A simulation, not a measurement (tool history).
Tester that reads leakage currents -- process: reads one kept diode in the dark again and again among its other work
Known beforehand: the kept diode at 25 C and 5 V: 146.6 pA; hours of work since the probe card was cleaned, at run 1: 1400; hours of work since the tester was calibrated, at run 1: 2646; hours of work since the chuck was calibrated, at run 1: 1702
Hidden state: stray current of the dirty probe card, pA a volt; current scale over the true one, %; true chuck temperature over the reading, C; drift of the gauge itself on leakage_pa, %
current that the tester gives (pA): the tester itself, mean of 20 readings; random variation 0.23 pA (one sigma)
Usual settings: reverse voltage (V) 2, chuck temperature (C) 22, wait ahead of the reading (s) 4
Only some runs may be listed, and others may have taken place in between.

run    hour  reverse voltage (V)  chuck temperature (C)  wait ahead of the reading (s)  hours of work since the probe card was cleaned  hours of work since the tester was calibrated  hours of work since the chuck was calibrated  current that the tester gives (pA)
  1       0                    2                     22                              4                                            1400                                           2646                                          1702                               68.91
  2   104.9                    2                     22                              4                                            1451                                           2697                                          1753                               68.99
  3   343.6                    2                     34                              4                                            1568                                           2813                                          1869                              195.37
      425.8  -- chuck's temperature calibrated
  4   525.6                    2                     22                           1.58                                            1656                                           2901                                            49                               76.42
  5   697.1                    2                     22                           0.81                                            1739                                           2985                                           132                               76.02
  6   800.3                    2                     22                           0.81                                            1789                                           3035                                           183                               76.25
      836.3  -- tester calibrated
  7  1016.8                    2                     22                           0.81                                            1894                                             88                                           287                               76.91
  8  1214.1                    2                     22                           0.81                                            1990                                            184                                           383                               76.15
  9  1366.3                    2                     22                           0.81                                            2064                                            258                                           458                               76.83
     1495.6  -- probe card cleaned and baked
 10  1558.2                    2                     22                              4                                              31                                            351                                           550                               77.53
 11  1677.2                    2                     22                            8.7                                              89                                            409                                           608                               76.91
 12  1799.1                    2                     22                            8.7                                             148                                            468                                           667                               76.95
 13  2037.9                    2                     22                           3.72                                             264                                            584                                           784                               76.31
 14  2256.9                    2                     22                           3.72                                             371                                            691                                           890                               76.35
 15  2455.6                 5.07                     22                              4                                             468                                            788                                           987                              121.93
 16  2656.9                 5.07                     22                              4                                             566                                            886                                          1085                              121.45
     2763.9  -- probe card cleaned and baked, once more
 17  2859.1                    2                     34                              4                                              46                                            983                                          1183                              199.29
 18  3048.7                    2                     34                              4                                             139                                           1076                                          1275                              198.21
 19  3243.2                    2                     34                              4                                             234                                           1171                                          1370                              196.34
 20  3479.7                 1.11                     34                              4                                             349                                           1286                                          1485                              150.35
 21  3666.7                19.85                     29                              4                                             440                                           1377                                          1576                              354.63
 22  3826.3                 1.58                     48                           1.69                                             518                                           1455                                          1654                              550.43
 23  3986.4                10.58                     29                           2.57                                             596                                           1533                                          1732                              265.03
 24  4165.7                    2                     22                           1.14                                             683                                           1620                                          1820                               66.51
 25  4314.4                    2                     22                           1.14                                             756                                           1693                                          1892                               66.63
     4351.6  -- chuck's temperature calibrated
 26  4541.8                 5.85                     41                              4                                             866                                           1803                                            93                              613.02
 27  4742.5                 13.2                     22                           1.39                                             964                                           1901                                           191                              180.85
 28  4948.9                 1.77                     42                           0.37                                            1064                                           2001                                           291                              384.18
 29  5109.5                 1.77                     42                           0.37                                            1143                                           2080                                           370                              385.45
 30  5331.7                 1.77                     42                           0.37                                            1251                                           2188                                           478                              382.79
 31  5537.5                 1.87                     31                            1.5                                            1351                                           2288                                           578                              155.22
 32  5779.6                 1.87                     31                            1.5                                            1469                                           2406                                           696                              153.66
 33  5933.9                    2                     33                           1.06                                            1545                                           2482                                           771                               187.3
 34  6071.3                    2                     22                           1.06                                            1612                                           2549                                           838                               71.87
 35  6207.7                 2.01                     27                            4.1                                            1678                                           2615                                           905                              110.89
 36  6396.9                 2.01                     27                            4.1                                            1770                                           2707                                           997                              110.39
 37  6617.7                 2.01                     27                            4.1                                            1878                                           2815                                          1105                              109.42
 38  6820.6                 2.01                     27                           0.59                                            1977                                           2914                                          1204                              109.95
 39  7038.1                 2.89                     28                           2.32                                            2083                                           3020                                          1310                              140.27

4 options for the next run, each taken on its own from the tool as it stands now. Forecast them:
     7100.4  -- tester calibrated
     7135.3  -- probe card cleaned and baked
  A  7267.6                15.11                     44                           4.63                                              65                                             80                                          1419                                   ?
     7100.4  -- tester calibrated
     7135.3  -- probe card cleaned and baked
  B  7267.6                 6.54                     27                           6.08                                              65                                             80                                          1419                                   ?
     7100.4  -- tester calibrated
     7135.3  -- probe card cleaned and baked
  C  7267.6                 1.41                     22                              4                                              65                                             80                                          1419                                   ?
     7100.4  -- tester calibrated
     7135.3  -- probe card cleaned and baked
  D  7267.6                 2.89                     32                           2.32                                              65                                             80                                          1419                                   ?

run  current that the tester gives (pA)
  A                             1092.53
  B                              177.26
  C                               56.67
  D                               192.7
With the hidden condition removed and each run's random variation left untouched, the same runs would have given:
run  current that the tester gives (pA)
  A                             1210.73
  B                              198.49
  C                               63.74
  D                              215.24
